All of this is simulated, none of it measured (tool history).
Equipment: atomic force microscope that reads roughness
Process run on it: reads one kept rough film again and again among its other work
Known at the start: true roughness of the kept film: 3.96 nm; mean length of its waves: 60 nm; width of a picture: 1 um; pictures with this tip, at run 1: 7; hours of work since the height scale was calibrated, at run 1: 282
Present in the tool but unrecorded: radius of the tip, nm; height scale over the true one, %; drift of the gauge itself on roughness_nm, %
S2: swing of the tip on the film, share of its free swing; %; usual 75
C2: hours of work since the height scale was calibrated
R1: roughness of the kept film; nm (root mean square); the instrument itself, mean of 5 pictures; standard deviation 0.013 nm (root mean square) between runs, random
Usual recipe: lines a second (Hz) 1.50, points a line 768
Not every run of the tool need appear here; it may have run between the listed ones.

run 1 hour=0.0 | lines_a_second_(Hz)=1.50 S2=75 points_a_line=768 | pictures_with_this_tip=7 C2=282 | R1=3.466
run 2 hour=6.3 | lines_a_second_(Hz)=1.50 S2=75 points_a_line=768 | pictures_with_this_tip=15 C2=287 | R1=3.459
run 3 hour=12.7 | lines_a_second_(Hz)=1.50 S2=75 points_a_line=768 | pictures_with_this_tip=23 C2=292 | R1=3.441
run 4 hour=23.1 | lines_a_second_(Hz)=3.13 S2=75 points_a_line=768 | pictures_with_this_tip=36 C2=299 | R1=3.108
run 5 hour=34.0 | lines_a_second_(Hz)=1.50 S2=75 points_a_line=768 | pictures_with_this_tip=50 C2=307 | R1=3.400
run 6 hour=41.1 | lines_a_second_(Hz)=1.50 S2=75 points_a_line=768 | pictures_with_this_tip=59 C2=312 | R1=3.390
run 7 hour=50.0 | lines_a_second_(Hz)=1.50 S2=75 points_a_line=768 | pictures_with_this_tip=70 C2=319 | R1=3.356
run 8 hour=56.7 | lines_a_second_(Hz)=1.50 S2=75 points_a_line=768 | pictures_with_this_tip=79 C2=324 | R1=3.335
run 9 hour=66.7 | lines_a_second_(Hz)=1.50 S2=75 points_a_line=768 | pictures_with_this_tip=92 C2=331 | R1=3.328
run 10 hour=76.6 | lines_a_second_(Hz)=1.50 S2=75 points_a_line=768 | pictures_with_this_tip=104 C2=338 | R1=3.304
run 11 hour=81.2 | lines_a_second_(Hz)=1.50 S2=75 points_a_line=768 | pictures_with_this_tip=110 C2=342 | R1=3.299
run 12 hour=87.8 | lines_a_second_(Hz)=1.50 S2=75 points_a_line=768 | pictures_with_this_tip=118 C2=347 | R1=3.301
run 13 hour=96.9 | lines_a_second_(Hz)=1.50 S2=65 points_a_line=768 | pictures_with_this_tip=130 C2=353 | R1=3.393
run 14 hour=107.5 | lines_a_second_(Hz)=1.50 S2=75 points_a_line=768 | pictures_with_this_tip=143 C2=361 | R1=3.249
run 15 hour=113.2 | lines_a_second_(Hz)=1.50 S2=75 points_a_line=768 | pictures_with_this_tip=151 C2=365 | R1=3.229
run 16 hour=120.6 | lines_a_second_(Hz)=1.50 S2=75 points_a_line=768 | pictures_with_this_tip=160 C2=371 | R1=3.248
run 17 hour=126.3 | lines_a_second_(Hz)=0.68 S2=75 points_a_line=768 | pictures_with_this_tip=167 C2=375 | R1=3.392
run 18 hour=133.8 | lines_a_second_(Hz)=1.50 S2=75 points_a_line=768 | pictures_with_this_tip=177 C2=380 | R1=3.202
run 19 hour=138.7 | lines_a_second_(Hz)=1.50 S2=75 points_a_line=768 | pictures_with_this_tip=183 C2=384 | R1=3.211
run 20 hour=145.3 | lines_a_second_(Hz)=2.61 S2=75 points_a_line=768 | pictures_with_this_tip=191 C2=389 | R1=2.987
run 21 hour=152.9 | lines_a_second_(Hz)=0.52 S2=75 points_a_line=768 | pictures_with_this_tip=201 C2=394 | R1=3.361
-- hour=158.0 new tip fitted
run 22 hour=164.1 | lines_a_second_(Hz)=0.54 S2=75 points_a_line=768 | pictures_with_this_tip=7 C2=402 | R1=3.649
run 23 hour=169.0 | lines_a_second_(Hz)=1.36 S2=75 points_a_line=768 | pictures_with_this_tip=14 C2=406 | R1=3.488
run 24 hour=179.6 | lines_a_second_(Hz)=1.50 S2=74 points_a_line=768 | pictures_with_this_tip=27 C2=414 | R1=3.439
run 25 hour=189.6 | lines_a_second_(Hz)=1.50 S2=75 points_a_line=768 | pictures_with_this_tip=40 C2=421 | R1=3.420
run 26 hour=195.4 | lines_a_second_(Hz)=1.50 S2=57 points_a_line=768 | pictures_with_this_tip=47 C2=425 | R1=3.613
run 27 hour=202.8 | lines_a_second_(Hz)=1.50 S2=75 points_a_line=768 | pictures_with_this_tip=56 C2=431 | R1=3.394
run 28 hour=212.2 | lines_a_second_(Hz)=1.50 S2=75 points_a_line=768 | pictures_with_this_tip=68 C2=437 | R1=3.369
run 29 hour=219.7 | lines_a_second_(Hz)=0.73 S2=75 points_a_line=317 | pictures_with_this_tip=78 C2=443 | R1=3.497
run 30 hour=228.4 | lines_a_second_(Hz)=2.16 S2=73 points_a_line=666 | pictures_with_this_tip=89 C2=449 | R1=3.262
run 31 hour=237.3 | lines_a_second_(Hz)=2.16 S2=73 points_a_line=666 | pictures_with_this_tip=100 C2=456 | R1=3.243
run 32 hour=245.9 | lines_a_second_(Hz)=2.16 S2=73 points_a_line=666 | pictures_with_this_tip=111 C2=462 | R1=3.246
run 33 hour=251.6 | lines_a_second_(Hz)=1.81 S2=57 points_a_line=351 | pictures_with_this_tip=118 C2=466 | R1=3.499
run 34 hour=259.6 | lines_a_second_(Hz)=1.81 S2=57 points_a_line=351 | pictures_with_this_tip=128 C2=472 | R1=3.473
run 35 hour=268.5 | lines_a_second_(Hz)=1.81 S2=57 points_a_line=351 | pictures_with_this_tip=140 C2=479 | R1=3.452
run 36 hour=274.6 | lines_a_second_(Hz)=3.49 S2=71 points_a_line=994 | pictures_with_this_tip=147 C2=483 | R1=3.041
run 37 hour=285.0 | lines_a_second_(Hz)=0.51 S2=79 points_a_line=994 | pictures_with_this_tip=160 C2=491 | R1=3.406
run 38 hour=295.8 | lines_a_second_(Hz)=1.50 S2=68 points_a_line=768 | pictures_with_this_tip=174 C2=499 | R1=3.338
run 39 hour=302.2 | lines_a_second_(Hz)=1.50 S2=68 points_a_line=768 | pictures_with_this_tip=182 C2=504 | R1=3.332
run 40 hour=312.6 | lines_a_second_(Hz)=0.81 S2=75 points_a_line=768 | pictures_with_this_tip=195 C2=511 | R1=3.359
-- hour=321.4 new tip fitted
run 41 hour=321.5 | lines_a_second_(Hz)=0.81 S2=75 points_a_line=768 | pictures_with_this_tip=0 C2=517 | R1=3.643
run 42 hour=329.1 | lines_a_second_(Hz)=3.47 S2=64 points_a_line=798 | pictures_with_this_tip=10 C2=523 | R1=3.395
run 43 hour=337.7 | lines_a_second_(Hz)=1.50 S2=64 points_a_line=768 | pictures_with_this_tip=21 C2=529 | R1=3.603
run 44 hour=345.7 | lines_a_second_(Hz)=1.50 S2=64 points_a_line=768 | pictures_with_this_tip=31 C2=535 | R1=3.565
run 45 hour=351.1 | lines_a_second_(Hz)=1.50 S2=64 points_a_line=768 | pictures_with_this_tip=37 C2=539 | R1=3.603
run 46 hour=357.3 | lines_a_second_(Hz)=0.84 S2=72 points_a_line=522 | pictures_with_this_tip=45 C2=544 | R1=3.585
run 47 hour=367.8 | lines_a_second_(Hz)=2.33 S2=75 points_a_line=768 | pictures_with_this_tip=59 C2=551 | R1=3.243
run 48 hour=374.4 | lines_a_second_(Hz)=0.53 S2=75 points_a_line=901 | pictures_with_this_tip=67 C2=556 | R1=3.595
run 49 hour=382.8 | lines_a_second_(Hz)=0.53 S2=89 points_a_line=338 | pictures_with_this_tip=78 C2=562 | R1=3.462
run 50 hour=392.1 | lines_a_second_(Hz)=1.92 S2=56 points_a_line=664 | pictures_with_this_tip=89 C2=569 | R1=3.548
run 51 hour=398.4 | lines_a_second_(Hz)=1.92 S2=56 points_a_line=664 | pictures_with_this_tip=97 C2=574 | R1=3.548
run 52 hour=408.7 | lines_a_second_(Hz)=3.83 S2=75 points_a_line=768 | pictures_with_this_tip=110 C2=581 | R1=2.939
run 53 hour=418.7 | lines_a_second_(Hz)=1.23 S2=75 points_a_line=768 | pictures_with_this_tip=123 C2=589 | R1=3.362
run 54 hour=424.8 | lines_a_second_(Hz)=1.81 S2=75 points_a_line=871 | pictures_with_this_tip=131 C2=593 | R1=3.219

Hidden state at the last listed run before each entry between runs and at the first one after, where it differs:
Runs 21 to 22: new tip fitted (hour 158.0)
  radius of the tip, nm: 32.2 -> 11; height scale over the true one, %: 0.51 -> 0.52
  measured minus no-state result, R1: -0.292 -> +0.003 nm (root mean square)
Runs 40 to 41: new tip fitted (hour 321.4)
  radius of the tip, nm: 31 -> 10; height scale over the true one, %: 0.67 -> 0.68
  measured minus no-state result, R1: -0.269 -> +0.024 nm (root mean square)

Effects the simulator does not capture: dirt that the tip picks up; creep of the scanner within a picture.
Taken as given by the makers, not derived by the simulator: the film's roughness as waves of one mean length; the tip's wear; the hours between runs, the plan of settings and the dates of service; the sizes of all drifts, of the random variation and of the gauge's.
